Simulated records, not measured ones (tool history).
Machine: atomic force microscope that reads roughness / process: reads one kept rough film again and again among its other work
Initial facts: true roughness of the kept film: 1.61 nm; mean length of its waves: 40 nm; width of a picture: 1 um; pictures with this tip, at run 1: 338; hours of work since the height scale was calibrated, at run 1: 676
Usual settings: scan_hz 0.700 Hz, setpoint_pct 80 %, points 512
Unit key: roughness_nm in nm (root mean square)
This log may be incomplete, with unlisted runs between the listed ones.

run	hour	scan_hz	setpoint_pct	points	pictures with this tip	hours of work since the height scale was calibrated	roughness_nm
1	0.0	0.700	80	512	338	676	1.410
# hour 19.5: new tip fitted
2	24.1	0.700	80	512	10	693	1.496
3	40.8	0.700	80	512	45	705	1.489
4	55.8	1.073	80	512	77	716	1.445
5	74.2	1.073	80	512	116	729	1.439
6	97.0	1.073	80	512	165	745	1.419
7	116.4	1.073	80	512	206	759	1.408
# hour 118.8: height scale calibrated on a step standard
8	129.6	0.700	80	512	232	8	1.430
9	150.8	0.700	80	512	277	23	1.429
10	172.8	0.502	80	433	324	39	1.435
11	190.9	3.253	65	332	363	52	1.344
# hour 200.6: new tip fitted
12	214.0	0.615	66	431	29	68	1.528
13	237.4	0.615	66	431	79	85	1.508
# hour 240.7: height scale calibrated on a step standard, once more
14	249.6	0.700	80	427	102	6	1.481
15	271.6	1.334	57	375	149	22	1.502

Consider 5 possible next runs. They are alternatives, not a sequence: every one starts from the tool as it was left by run 15. What does each give?
A	286.6	1.587	73	286	181	33	?
B	286.6	0.717	57	471	181	33	?
C	286.6	3.114	69	274	181	33	?
D	286.6	3.089	57	375	181	33	?
E	286.6	0.578	87	512	181	33	?

run	roughness_nm
A	1.417
B	1.514
C	1.354
D	1.433
E	1.451
Had the tool no hidden state, the same runs would have come out as:
run	roughness_nm
A	1.456
B	1.556
C	1.391
D	1.473
E	1.491

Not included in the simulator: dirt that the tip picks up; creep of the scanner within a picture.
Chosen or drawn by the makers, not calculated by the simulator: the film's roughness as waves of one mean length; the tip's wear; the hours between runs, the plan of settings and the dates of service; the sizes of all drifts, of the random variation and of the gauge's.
